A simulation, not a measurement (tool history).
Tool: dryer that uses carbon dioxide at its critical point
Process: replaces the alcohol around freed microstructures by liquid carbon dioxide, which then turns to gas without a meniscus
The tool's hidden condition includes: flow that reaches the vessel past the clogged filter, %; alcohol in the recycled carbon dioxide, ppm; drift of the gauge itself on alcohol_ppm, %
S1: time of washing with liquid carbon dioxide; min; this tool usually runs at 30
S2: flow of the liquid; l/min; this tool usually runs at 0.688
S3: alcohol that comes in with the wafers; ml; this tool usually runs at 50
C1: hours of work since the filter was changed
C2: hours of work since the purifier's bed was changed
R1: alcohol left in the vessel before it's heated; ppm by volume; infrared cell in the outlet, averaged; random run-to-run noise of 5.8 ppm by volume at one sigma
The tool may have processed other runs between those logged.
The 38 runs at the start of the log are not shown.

run 39 hour=1466.7 | S1=31 S2=0.671 S3=114 | C1=110 C2=360 | R1=535
run 40 hour=1503.1 | S1=31 S2=0.671 S3=114 | C1=127 C2=377 | R1=542
run 41 hour=1540.8 | S1=31 S2=0.671 S3=114 | C1=145 C2=395 | R1=541
run 42 hour=1572.3 | S1=31 S2=0.671 S3=114 | C1=159 C2=409 | R1=550
run 43 hour=1598.2 | S1=43 S2=0.688 S3=50 | C1=171 C2=421 | R1=110
run 44 hour=1645.4 | S1=43 S2=0.688 S3=50 | C1=193 C2=443 | R1=120
run 45 hour=1694.4 | S1=43 S2=0.688 S3=50 | C1=215 C2=465 | R1=123
run 46 hour=1733.2 | S1=46 S2=0.86 S3=72 | C1=233 C2=483 | R1=89

Each row is a separate what-if for the run after 46, all from the same tool condition, not one after another. Results?
run A hour=1760.4 | S1=42 S2=0.86 S3=80 | C1=246 C2=496 | R1=?
run B hour=1760.4 | S1=40 S2=0.627 S3=49 | C1=246 C2=496 | R1=?
run C hour=1760.4 | S1=30 S2=0.584 S3=33 | C1=246 C2=496 | R1=?
run D hour=1760.4 | S1=30 S2=0.482 S3=50 | C1=246 C2=496 | R1=?

run=A R1=105
run=B R1=198
run=C R1=390
run=D R1=884
Stripped of hidden state, with their random variation kept, the same runs would have yielded:
run=A R1=17
run=B R1=90
run=C R1=259
run=D R1=696
